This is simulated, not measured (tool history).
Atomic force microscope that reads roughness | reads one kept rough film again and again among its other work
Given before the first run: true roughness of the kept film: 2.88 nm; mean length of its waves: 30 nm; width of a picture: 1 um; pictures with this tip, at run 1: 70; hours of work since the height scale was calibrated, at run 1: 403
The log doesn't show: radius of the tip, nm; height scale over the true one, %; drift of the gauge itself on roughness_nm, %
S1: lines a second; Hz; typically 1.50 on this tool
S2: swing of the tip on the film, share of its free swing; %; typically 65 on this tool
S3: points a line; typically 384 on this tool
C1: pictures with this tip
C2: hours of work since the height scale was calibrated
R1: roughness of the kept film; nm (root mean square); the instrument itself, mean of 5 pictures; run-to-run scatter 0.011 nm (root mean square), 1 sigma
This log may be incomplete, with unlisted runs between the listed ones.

| run | hour | S1 | S2 | S3 | C1 | C2 | R1 |
|---|---|---|---|---|---|---|---|
| 1 | 0.0 | 1.50 | 65 | 384 | 70 | 403 | 2.503 |
|  | 41.2 | new tip fitted |
| 2 | 45.2 | 1.50 | 65 | 384 | 4 | 429 | 2.493 |
| 3 | 80.1 | 1.50 | 65 | 384 | 39 | 449 | 2.486 |
| 4 | 112.1 | 1.50 | 65 | 384 | 71 | 468 | 2.497 |
|  | 152.2 | new tip fitted |
| 5 | 152.2 | 1.50 | 65 | 558 | 0 | 492 | 2.507 |
| 6 | 175.3 | 1.50 | 65 | 558 | 23 | 505 | 2.523 |
| 7 | 211.5 | 1.50 | 61 | 558 | 59 | 526 | 2.536 |
| 8 | 241.1 | 1.50 | 62 | 558 | 89 | 544 | 2.530 |
|  | 265.0 | new tip fitted |
| 9 | 265.5 | 1.50 | 62 | 558 | 1 | 558 | 2.526 |
| 10 | 305.1 | 1.50 | 65 | 384 | 40 | 581 | 2.490 |
| 11 | 329.2 | 1.50 | 65 | 431 | 64 | 595 | 2.523 |
| 12 | 352.5 | 1.50 | 81 | 384 | 88 | 609 | 2.342 |
|  | 375.1 | new tip fitted |
| 13 | 389.2 | 1.50 | 68 | 384 | 14 | 630 | 2.464 |
| 14 | 418.9 | 1.50 | 59 | 384 | 44 | 648 | 2.528 |
| 15 | 464.2 | 1.50 | 59 | 384 | 89 | 675 | 2.542 |
|  | 487.3 | new tip fitted |
| 16 | 506.4 | 1.50 | 59 | 384 | 19 | 699 | 2.544 |
| 17 | 535.3 | 1.50 | 85 | 534 | 48 | 716 | 2.303 |
| 18 | 578.4 | 1.06 | 65 | 786 | 91 | 741 | 2.543 |
|  | 599.3 | new tip fitted |
| 19 | 610.8 | 1.06 | 65 | 786 | 11 | 760 | 2.534 |
| 20 | 655.9 | 2.93 | 57 | 337 | 56 | 787 | 2.465 |
| 21 | 687.0 | 2.33 | 90 | 672 | 88 | 805 | 2.035 |

Forecast run 22:
| 22 | 708.8 | 2.33 | 90 | 672 | 109 | 818 | ? |

R1: 2.050 nm (root mean square)
On a tool with no hidden condition, and with the same random variation, this run would have come out at R1 2.055 nm (root mean square).

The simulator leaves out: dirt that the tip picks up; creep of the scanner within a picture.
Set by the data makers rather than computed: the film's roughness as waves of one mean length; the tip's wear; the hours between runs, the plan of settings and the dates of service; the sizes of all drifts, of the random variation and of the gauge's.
